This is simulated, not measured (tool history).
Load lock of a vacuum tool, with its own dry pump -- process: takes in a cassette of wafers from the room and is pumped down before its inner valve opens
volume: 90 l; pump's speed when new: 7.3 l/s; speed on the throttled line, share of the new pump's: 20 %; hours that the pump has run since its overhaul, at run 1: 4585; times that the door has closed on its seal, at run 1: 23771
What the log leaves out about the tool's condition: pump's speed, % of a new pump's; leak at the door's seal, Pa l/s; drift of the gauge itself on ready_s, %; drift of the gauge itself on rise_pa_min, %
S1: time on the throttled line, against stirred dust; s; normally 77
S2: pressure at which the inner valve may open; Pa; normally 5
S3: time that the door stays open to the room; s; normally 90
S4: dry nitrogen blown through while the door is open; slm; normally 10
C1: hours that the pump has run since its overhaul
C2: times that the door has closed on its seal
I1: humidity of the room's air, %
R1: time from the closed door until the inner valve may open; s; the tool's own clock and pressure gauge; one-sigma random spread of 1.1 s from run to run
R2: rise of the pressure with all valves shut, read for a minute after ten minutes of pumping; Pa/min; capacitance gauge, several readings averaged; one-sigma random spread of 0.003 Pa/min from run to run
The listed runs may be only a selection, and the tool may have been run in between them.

run,hour,S1,S2,S3,S4,C1,C2,I1,R1,R2
1,0.0,77,5,90,10,4585,23771,45.8,196.5,0.474
2,419.9,77,5,90,10,5005,24515,44.8,193.1,0.493
3,712.9,77,7,90,10,5298,25034,45.5,188.2,0.504
4,1258.1,77,7,90,10,5844,25999,46.2,188.8,0.554
5,1641.5,77,7,90,10,6227,26678,45.7,190.5,0.560
6,2182.1,116,5,90,10,6768,27635,44.4,230.9,0.585
7,2576.5,116,5,90,10,7162,28334,44.5,227.7,0.608
8,3140.0,116,5,90,10,7725,29332,43.0,232.1,0.636
9,3601.8,116,5,90,10,8187,30149,46.5,231.9,0.664
# hour 3834.5: door's seal changed, seat wiped
10,4150.6,116,5,90,41,8734,560,44.9,231.6,0.022
11,4798.6,77,6,90,10,9382,1707,44.5,201.0,0.029
12,5356.6,77,6,90,10,9941,2695,43.8,200.3,0.039
13,5943.2,77,8,90,10,10527,3734,43.0,198.2,0.054
14,6234.8,77,6,90,10,10819,4250,47.8,205.1,0.059
15,6643.2,77,6,207,10,11227,4974,47.9,205.7,0.077
16,7046.5,120,6,40,10,11630,5688,47.5,237.2,0.063
17,7590.8,52,5,90,34,12175,6652,43.0,192.8,0.071
18,8210.0,52,5,90,34,12794,7748,48.9,193.2,0.089
19,8588.3,77,4,90,12,13172,8418,43.8,218.2,0.105
20,9016.6,79,4,26,12,13600,9177,46.2,218.2,0.104
21,9729.7,85,10,46,18,14314,10439,42.8,210.6,0.120
22,10235.0,80,10,46,39,14819,11334,49.6,207.7,0.133
23,10752.1,77,5,90,10,15336,12250,45.2,219.9,0.162

Below are 5 alternative next runs, each starting from the tool's condition after run 23. Predict each:
A,11111.2,134,8,90,16,15695,12886,47.1,?,?
B,11111.2,77,5,90,8,15695,12886,43.7,?,?
C,11111.2,77,5,90,9,15695,12886,46.4,?,?
D,11111.2,48,5,90,7,15695,12886,44.3,?,?
E,11111.2,77,5,90,44,15695,12886,42.1,?,?

run,R1,R2
A,252.4,0.179
B,222.6,0.175
C,220.6,0.170
D,200.7,0.177
E,218.2,0.166
The same runs, with their run-to-run variation unchanged, on a tool lacking any hidden condition would have given:
run,R1,R2
A,222.4,0.026
B,186.0,0.025
C,184.3,0.020
D,162.5,0.024
E,182.3,0.014
